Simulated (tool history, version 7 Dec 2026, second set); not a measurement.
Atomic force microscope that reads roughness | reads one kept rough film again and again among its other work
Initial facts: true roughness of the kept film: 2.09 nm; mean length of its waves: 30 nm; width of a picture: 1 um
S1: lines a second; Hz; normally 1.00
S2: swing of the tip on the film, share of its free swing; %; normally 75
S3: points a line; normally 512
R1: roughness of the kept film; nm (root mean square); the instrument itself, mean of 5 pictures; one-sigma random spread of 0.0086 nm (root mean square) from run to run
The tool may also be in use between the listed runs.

run 1 hour=0.0 | S1=1.00 S2=75 S3=512 | R1=1.783
run 2 hour=47.8 | S1=1.00 S2=75 S3=512 | R1=1.747
run 3 hour=80.1 | S1=1.00 S2=75 S3=512 | R1=1.691
-- hour=92.4 new tip fitted
run 4 hour=129.2 | S1=1.00 S2=75 S3=512 | R1=1.837
run 5 hour=164.3 | S1=1.00 S2=86 S3=512 | R1=1.731
run 6 hour=207.0 | S1=1.00 S2=86 S3=512 | R1=1.678
run 7 hour=262.2 | S1=1.00 S2=86 S3=512 | R1=1.636
-- hour=271.2 new tip fitted
run 8 hour=290.8 | S1=3.84 S2=75 S3=512 | R1=1.662
run 9 hour=319.4 | S1=3.84 S2=75 S3=512 | R1=1.607
run 10 hour=355.5 | S1=3.84 S2=75 S3=512 | R1=1.570
run 11 hour=385.9 | S1=3.84 S2=75 S3=512 | R1=1.539
run 12 hour=435.6 | S1=1.09 S2=85 S3=436 | R1=1.648
-- hour=452.2 new tip fitted
run 13 hour=469.6 | S1=3.27 S2=73 S3=689 | R1=1.708
run 14 hour=494.5 | S1=1.00 S2=75 S3=497 | R1=1.831
-- hour=499.8 height scale calibrated on a step standard
run 15 hour=538.5 | S1=0.68 S2=60 S3=512 | R1=1.840
run 16 hour=588.0 | S1=1.00 S2=83 S3=512 | R1=1.684
run 17 hour=627.7 | S1=2.71 S2=75 S3=300 | R1=1.543
-- hour=631.4 new tip fitted
run 18 hour=670.3 | S1=1.41 S2=75 S3=796 | R1=1.804
run 19 hour=717.3 | S1=1.21 S2=75 S3=766 | R1=1.763

4 options for the next run, each taken on its own from the tool as it stands now. Forecast them:
run A hour=765.6 | S1=0.56 S2=73 S3=270 | R1=?
run B hour=765.6 | S1=1.68 S2=75 S3=512 | R1=?
run C hour=765.6 | S1=2.43 S2=75 S3=766 | R1=?
run D hour=765.6 | S1=1.21 S2=75 S3=700 | R1=?

run=A R1=1.735
run=B R1=1.648
run=C R1=1.623
run=D R1=1.697
Without the tool's unlogged condition, the same runs would have read:
run=A R1=1.922
run=B R1=1.827
run=C R1=1.797
run=D R1=1.880
